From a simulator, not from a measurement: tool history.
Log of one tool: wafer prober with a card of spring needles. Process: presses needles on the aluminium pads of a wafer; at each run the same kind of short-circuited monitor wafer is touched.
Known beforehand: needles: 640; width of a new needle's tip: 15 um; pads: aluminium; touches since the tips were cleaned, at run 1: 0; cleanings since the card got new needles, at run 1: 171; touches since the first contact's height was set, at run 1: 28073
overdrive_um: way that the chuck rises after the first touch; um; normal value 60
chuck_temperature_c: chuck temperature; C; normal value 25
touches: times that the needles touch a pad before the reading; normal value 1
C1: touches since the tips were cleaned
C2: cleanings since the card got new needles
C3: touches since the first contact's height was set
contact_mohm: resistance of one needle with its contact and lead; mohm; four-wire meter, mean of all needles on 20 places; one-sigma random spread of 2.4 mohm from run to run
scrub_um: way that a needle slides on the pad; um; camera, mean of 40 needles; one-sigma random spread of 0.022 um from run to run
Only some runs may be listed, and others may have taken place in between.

{"run": 1, "hour": 0.0, "overdrive_um": 60, "chuck_temperature_c": 25, "touches": 1, "C1": 0, "C2": 171, "C3": 28073, "contact_mohm": 269, "scrub_um": 8.31}
{"hour": 6.2, "done": "tips cleaned on abrasive film"}
{"hour": 12.5, "done": "tips cleaned on abrasive film"}
{"run": 2, "hour": 14.8, "overdrive_um": 60, "chuck_temperature_c": 25, "touches": 1, "C1": 1190, "C2": 173, "C3": 35435, "contact_mohm": 272, "scrub_um": 8.3}
{"hour": 18.5, "done": "tips cleaned on abrasive film"}
{"hour": 24.7, "done": "tips cleaned on abrasive film"}
{"hour": 30.9, "done": "tips cleaned on abrasive film"}
{"run": 3, "hour": 33.1, "overdrive_um": 60, "chuck_temperature_c": 25, "touches": 1, "C1": 1079, "C2": 176, "C3": 44440, "contact_mohm": 271, "scrub_um": 8.35}
{"hour": 36.9, "done": "tips cleaned on abrasive film"}
{"hour": 43.1, "done": "tips cleaned on abrasive film"}
{"run": 4, "hour": 44.5, "overdrive_um": 60, "chuck_temperature_c": 25, "touches": 1, "C1": 707, "C2": 178, "C3": 50116, "contact_mohm": 269, "scrub_um": 8.35}
{"hour": 48.3, "done": "tips cleaned on abrasive film"}
{"hour": 54.5, "done": "tips cleaned on abrasive film"}
{"hour": 60.9, "done": "tips cleaned on abrasive film"}
{"hour": 67.2, "done": "tips cleaned on abrasive film"}
{"run": 5, "hour": 71.1, "overdrive_um": 60, "chuck_temperature_c": 25, "touches": 1, "C1": 1946, "C2": 182, "C3": 63258, "contact_mohm": 270, "scrub_um": 8.33}
{"hour": 72.4, "done": "tips cleaned on abrasive film"}
{"hour": 78.7, "done": "tips cleaned on abrasive film"}
{"hour": 84.9, "done": "tips cleaned on abrasive film"}
{"run": 6, "hour": 89.1, "overdrive_um": 60, "chuck_temperature_c": 117, "touches": 1, "C1": 2134, "C2": 185, "C3": 72173, "contact_mohm": 298, "scrub_um": 8.39}
{"hour": 90.5, "done": "tips cleaned on abrasive film"}
{"hour": 96.7, "done": "tips cleaned on abrasive film"}
{"hour": 99.5, "done": "height of the first contact set anew"}
{"hour": 102.1, "done": "tips cleaned on abrasive film"}
{"hour": 108.4, "done": "tips cleaned on abrasive film"}
{"hour": 113.5, "done": "tips cleaned on abrasive film"}
{"run": 7, "hour": 114.9, "overdrive_um": 60, "chuck_temperature_c": 117, "touches": 1, "C1": 687, "C2": 190, "C3": 7569, "contact_mohm": 302, "scrub_um": 8.4}
{"hour": 118.7, "done": "tips cleaned on abrasive film"}
{"hour": 125.0, "done": "tips cleaned on abrasive film"}
{"run": 8, "hour": 127.7, "overdrive_um": 60, "chuck_temperature_c": 27, "touches": 1, "C1": 1337, "C2": 192, "C3": 13896, "contact_mohm": 273, "scrub_um": 8.41}
{"hour": 130.2, "done": "tips cleaned on abrasive film"}
{"hour": 136.6, "done": "tips cleaned on abrasive film"}
{"hour": 141.7, "done": "tips cleaned on abrasive film"}
{"run": 9, "hour": 141.9, "overdrive_um": 60, "chuck_temperature_c": 27, "touches": 1, "C1": 126, "C2": 195, "C3": 20924, "contact_mohm": 271, "scrub_um": 8.42}
{"hour": 147.0, "done": "tips cleaned on abrasive film"}
{"hour": 153.3, "done": "tips cleaned on abrasive film"}
{"hour": 158.4, "done": "tips cleaned on abrasive film"}
{"hour": 163.5, "done": "tips cleaned on abrasive film"}
{"run": 10, "hour": 164.6, "overdrive_um": 60, "chuck_temperature_c": 27, "touches": 1, "C1": 588, "C2": 199, "C3": 32141, "contact_mohm": 273, "scrub_um": 8.39}
{"hour": 169.7, "done": "tips cleaned on abrasive film"}
{"hour": 176.1, "done": "tips cleaned on abrasive film"}
{"hour": 181.1, "done": "tips cleaned on abrasive film"}
{"hour": 187.5, "done": "tips cleaned on abrasive film"}
{"run": 11, "hour": 192.3, "overdrive_um": 57, "chuck_temperature_c": 27, "touches": 1, "C1": 2440, "C2": 203, "C3": 45864, "contact_mohm": 269, "scrub_um": 8.02}
{"hour": 193.7, "done": "tips cleaned on abrasive film"}
{"hour": 200.0, "done": "tips cleaned on abrasive film"}
{"run": 12, "hour": 204.5, "overdrive_um": 60, "chuck_temperature_c": 34, "touches": 1, "C1": 2272, "C2": 205, "C3": 51895, "contact_mohm": 274, "scrub_um": 8.42}
{"hour": 205.9, "done": "tips cleaned on abrasive film"}
{"hour": 211.0, "done": "tips cleaned on abrasive film"}
{"hour": 217.3, "done": "tips cleaned on abrasive film"}
{"hour": 222.4, "done": "tips cleaned on abrasive film"}
{"run": 13, "hour": 224.1, "overdrive_um": 65, "chuck_temperature_c": 25, "touches": 1, "C1": 834, "C2": 209, "C3": 61516, "contact_mohm": 270, "scrub_um": 9.13}
{"hour": 227.9, "done": "tips cleaned on abrasive film"}
{"hour": 234.2, "done": "tips cleaned on abrasive film"}
{"hour": 240.5, "done": "tips cleaned on abrasive film"}
{"run": 14, "hour": 241.4, "overdrive_um": 41, "chuck_temperature_c": 61, "touches": 2, "C1": 451, "C2": 212, "C3": 70090, "contact_mohm": 292, "scrub_um": 5.78}
{"hour": 246.5, "done": "tips cleaned on abrasive film"}
{"hour": 251.6, "done": "tips cleaned on abrasive film"}
{"hour": 255.6, "done": "height of the first contact set anew"}
{"hour": 258.2, "done": "tips cleaned on abrasive film"}
{"run": 15, "hour": 261.7, "overdrive_um": 48, "chuck_temperature_c": 25, "touches": 1, "C1": 1721, "C2": 215, "C3": 2976, "contact_mohm": 274, "scrub_um": 6.74}
{"hour": 264.3, "done": "tips cleaned on abrasive film"}
{"hour": 270.5, "done": "tips cleaned on abrasive film"}
{"hour": 276.8, "done": "tips cleaned on abrasive film"}
{"hour": 283.2, "done": "tips cleaned on abrasive film"}
{"run": 16, "hour": 283.9, "overdrive_um": 48, "chuck_temperature_c": 25, "touches": 1, "C1": 365, "C2": 219, "C3": 13945, "contact_mohm": 274, "scrub_um": 6.74}

Predict the results of run 17:
{"hour": 289.0, "done": "tips cleaned on abrasive film"}
{"hour": 295.3, "done": "tips cleaned on abrasive film"}
{"hour": 301.6, "done": "tips cleaned on abrasive film"}
{"hour": 307.9, "done": "tips cleaned on abrasive film"}
{"run": 17, "hour": 309.0, "overdrive_um": 60, "chuck_temperature_c": 48, "touches": 1, "C1": 600, "C2": 223, "C3": 26397, "contact_mohm": "?", "scrub_um": "?"}

contact_mohm: 279 mohm
scrub_um: 8.45 um
Take away the tool's hidden state, keep the run-to-run variation as it was, and the same run would have given contact_mohm 279 mohm, scrub_um 8.29 um.
